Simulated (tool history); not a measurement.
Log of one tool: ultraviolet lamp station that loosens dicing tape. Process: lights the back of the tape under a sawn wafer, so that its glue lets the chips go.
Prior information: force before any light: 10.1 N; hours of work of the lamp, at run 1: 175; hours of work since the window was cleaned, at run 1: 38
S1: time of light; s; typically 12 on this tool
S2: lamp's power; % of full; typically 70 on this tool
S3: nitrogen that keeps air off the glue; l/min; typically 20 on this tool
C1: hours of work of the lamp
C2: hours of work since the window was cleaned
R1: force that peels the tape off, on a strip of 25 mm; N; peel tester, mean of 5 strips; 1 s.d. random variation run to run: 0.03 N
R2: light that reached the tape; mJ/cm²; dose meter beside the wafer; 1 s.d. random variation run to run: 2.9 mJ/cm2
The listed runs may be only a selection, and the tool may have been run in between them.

run	hour	S1	S2	S3	C1	C2	R1	R2
1	0	12	70	20	175	38	1.74	386
2	26.3	12	70	20	186	49	1.685	388
3	44.3	12	70	20	194	57	1.787	383
4	75.5	18	70	20	207	70	0.773	570
5	102.3	12	70	20	218	82	1.697	379
6	116.4	12	90	20	224	88	1.11	481
7	137.4	12	70	9	233	97	2.756	372
8	150.5	12	70	15	239	102	2.037	371
9	173.8	12	70	15	249	112	2.06	372
10	200	12	70	20	260	123	1.791	376
11	224.2	12	70	20	270	134	1.796	370
12	245.5	12	64	25	279	143	1.933	335
13	264.8	12	65	15	288	151	2.474	341
14	296.5	12	65	39	301	165	1.518	336
15	326.8	8	65	39	314	178	2.797	227

Predict the results of run 16:
16	350.2	12	95	20	324	188	?	?

Run 16 produced R1 1.089 N, R2 494 mJ/cm².
Take away the tool's hidden state, keep the run-to-run variation as it was, and the same run would have given R1 0.773 N, R2 574 mJ/cm².
